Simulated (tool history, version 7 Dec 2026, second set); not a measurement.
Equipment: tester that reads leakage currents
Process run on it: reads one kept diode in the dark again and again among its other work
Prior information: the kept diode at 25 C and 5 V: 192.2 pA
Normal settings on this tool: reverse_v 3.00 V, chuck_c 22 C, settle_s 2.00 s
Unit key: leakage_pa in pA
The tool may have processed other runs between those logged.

Run 1, hour 0.0: usual settings. Result: leakage_pa 122.99 pA.
Run 2, hour 18.4: usual settings. Result: leakage_pa 122.65 pA.
Run 3, hour 55.9: usual settings. Result: leakage_pa 122.54 pA.
Run 4, hour 85.3: usual settings but reverse_v 1.49 V. Result: leakage_pa 95.49 pA.
Run 5, hour 107.1: usual settings but reverse_v 1.49 V. Result: leakage_pa 95.40 pA.
Run 6, hour 146.4: usual settings. Result: leakage_pa 123.44 pA.
Run 7, hour 181.5: usual settings. Result: leakage_pa 123.12 pA.
Run 8, hour 212.3: usual settings. Result: leakage_pa 123.10 pA.
Run 9, hour 241.0: usual settings. Result: leakage_pa 123.72 pA.
Run 10, hour 274.4: usual settings. Result: leakage_pa 123.33 pA.
Run 11, hour 298.4: usual settings but chuck_c 38 C. Result: leakage_pa 469.24 pA.
Run 12, hour 328.6: usual settings but chuck_c 38 C. Result: leakage_pa 473.81 pA.
Run 13, hour 354.0: usual settings but chuck_c 38 C. Result: leakage_pa 471.21 pA.
Run 14, hour 382.9: usual settings but chuck_c 38 C. Result: leakage_pa 474.21 pA.
Run 15, hour 423.9: usual settings. Result: leakage_pa 122.85 pA.
Run 16, hour 453.6: usual settings. Result: leakage_pa 122.68 pA.
Run 17, hour 492.1: usual settings but chuck_c 44 C. Result: leakage_pa 757.18 pA.
Run 18, hour 520.6: usual settings but chuck_c 44 C. Result: leakage_pa 752.15 pA.
Run 19, hour 540.2: usual settings but reverse_v 2.93 V, chuck_c 25 C. Result: leakage_pa 158.59 pA.
Run 20, hour 563.7: usual settings but reverse_v 2.93 V, chuck_c 25 C. Result: leakage_pa 158.60 pA.
Run 21, hour 593.3: usual settings but reverse_v 12.24 V, chuck_c 25 C, settle_s 2.06 s. Result: leakage_pa 267.03 pA.
Run 22, hour 628.0: usual settings but reverse_v 3.57 V, chuck_c 25 C, settle_s 8.75 s. Result: leakage_pa 170.24 pA.
Run 23, hour 652.6: usual settings but chuck_c 37 C. Result: leakage_pa 435.85 pA.
Run 24, hour 675.5: usual settings but reverse_v 1.19 V, chuck_c 43 C, settle_s 9.29 s. Result: leakage_pa 501.29 pA.
At hour 691.8: chuck's temperature calibrated.
Run 25, hour 699.8: usual settings but reverse_v 1.19 V, chuck_c 44 C, settle_s 4.31 s. Result: leakage_pa 539.58 pA.
Run 26, hour 737.6: usual settings but reverse_v 1.43 V, chuck_c 57 C, settle_s 8.02 s. Result: leakage_pa 1514.48 pA.
Run 27, hour 767.8: usual settings but reverse_v 1.32 V, chuck_c 37 C, settle_s 0.71 s. Result: leakage_pa 322.20 pA.
Run 28, hour 800.7: usual settings but reverse_v 1.36 V, chuck_c 46 C, settle_s 1.23 s. Result: leakage_pa 659.96 pA.
Run 29, hour 824.9: usual settings but reverse_v 4.62 V, settle_s 0.40 s. Result: leakage_pa 148.28 pA.
Run 30, hour 845.4: usual settings but reverse_v 9.52 V, settle_s 4.83 s. Result: leakage_pa 187.37 pA.

Branching from run 30: 5 alternative next runs. What would each branch give?
Run A, hour 866.6: usual settings but reverse_v 10.21 V, chuck_c 28 C, settle_s 2.41 s. Result: leakage_pa ?.
Run B, hour 866.6: usual settings but reverse_v 3.69 V, chuck_c 24 C, settle_s 0.93 s. Result: leakage_pa ?.
Run C, hour 866.6: usual settings but chuck_c 49 C, settle_s 2.06 s. Result: leakage_pa ?.
Run D, hour 866.6: usual settings but reverse_v 1.51 V, chuck_c 21 C, settle_s 6.22 s. Result: leakage_pa ?.
Run E, hour 866.6: usual settings but reverse_v 9.52 V, chuck_c 28 C, settle_s 4.83 s. Result: leakage_pa ?.

run  leakage_pa
  A      324.00
  B      159.91
  C     1098.87
  D       87.47
  E      316.77
The same runs, with their run-to-run variation unchanged, on a tool lacking any hidden condition would have given:
run  leakage_pa
  A      323.92
  B      159.88
  C     1098.86
  D       87.46
  E      316.70
